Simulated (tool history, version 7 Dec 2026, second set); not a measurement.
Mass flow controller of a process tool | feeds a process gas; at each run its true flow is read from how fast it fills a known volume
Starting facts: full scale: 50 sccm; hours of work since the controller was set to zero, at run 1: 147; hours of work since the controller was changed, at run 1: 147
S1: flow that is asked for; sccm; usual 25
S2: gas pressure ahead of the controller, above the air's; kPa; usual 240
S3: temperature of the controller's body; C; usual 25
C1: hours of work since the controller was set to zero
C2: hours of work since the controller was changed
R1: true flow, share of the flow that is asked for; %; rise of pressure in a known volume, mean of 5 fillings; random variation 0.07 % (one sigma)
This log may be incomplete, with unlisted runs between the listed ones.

run	hour	S1	S2	S3	C1	C2	R1
1	0	25	240	25	147	147	99.34
2	69.9	25	240	25	189	189	99.31
3	110.1	42	240	25	213	213	99.86
4	192.5	42	240	25	262	262	99.86
5	262.1	42	240	25	303	303	99.82
6	328.5	42	240	25	343	343	99.85
7	404.6	42	240	25	388	388	99.95
8	456.9	42	240	25	420	420	99.86
9	495.1	25	240	25	442	442	99.46
10	557.1	25	240	25	479	479	99.56
11	616.7	25	240	25	515	515	99.37
12	683.8	25	240	33	555	555	100.21
13	754.9	25	240	33	597	597	100.12
14	826.7	25	240	25	640	640	99.46
15	889.8	25	240	25	678	678	99.64
16	956.6	25	240	25	718	718	99.56
17	996.4	25	240	25	741	741	99.65
18	1079.1	25	240	25	791	791	99.51
19	1122.8	25	240	25	817	817	99.5
20	1164.5	25	240	39	842	842	100.72
21	1228.5	25	240	39	880	880	100.8
22	1286.3	25	240	28	914	914	99.87
23	1321.2	25	240	28	935	935	99.88
24	1404.9	25	240	28	985	985	99.95
25	1487.1	9	267	27	1034	1034	99.82
26	1531.4	47	196	23	1060	1060	100.13
27	1608.2	47	196	23	1106	1106	100.25
28	1661.5	12	260	23	1138	1138	99.45
29	1713.2	33	260	22	1169	1169	99.62
30	1762.7	33	145	21	1198	1198	99.84
31	1842.6	33	145	21	1246	1246	99.85
32	1909.1	33	195	36	1286	1286	100.96
33	1949.5	26	248	28	1310	1310	100.19
34	2011.7	5	264	35	1347	1347	101.33
35	2074.1	9	148	27	1384	1384	100.16
36	2147.6	9	148	27	1428	1428	100.39
37	2198.2	7	211	25	1458	1458	100.34
38	2278.4	38	240	26	1506	1506	100.21
39	2331.8	25	172	23	1538	1538	99.94
40	2401.2	23	192	29	1579	1579	100.29
41	2453.5	21	183	25	1610	1610	99.92
42	2509.8	11	183	23	1644	1644	99.96
43	2562.3	15	189	23	1675	1675	99.84
44	2611	5	240	26	1704	1704	101.01
45	2664.4	18	240	30	1736	1736	100.4
46	2705.4	18	240	30	1761	1761	100.46
47	2790	25	154	36	1811	1811	101.09
48	2828.6	13	240	38	1834	1834	101.14

5 ways to go on from here, each from the tool as it stands after run 48. What would each give?
A	2870.5	25	169	25	1859	1859	?
B	2870.5	21	270	25	1859	1859	?
C	2870.5	15	230	30	1859	1859	?
D	2870.5	11	158	25	1859	1859	?
E	2870.5	44	224	37	1859	1859	?

run	R1
A	100.2
B	99.97
C	100.5
D	100.37
E	101.5
Without the tool's unlogged condition, the same runs would have read:
run	R1
A	99.25
B	98.93
C	99.25
D	98.85
E	100.73

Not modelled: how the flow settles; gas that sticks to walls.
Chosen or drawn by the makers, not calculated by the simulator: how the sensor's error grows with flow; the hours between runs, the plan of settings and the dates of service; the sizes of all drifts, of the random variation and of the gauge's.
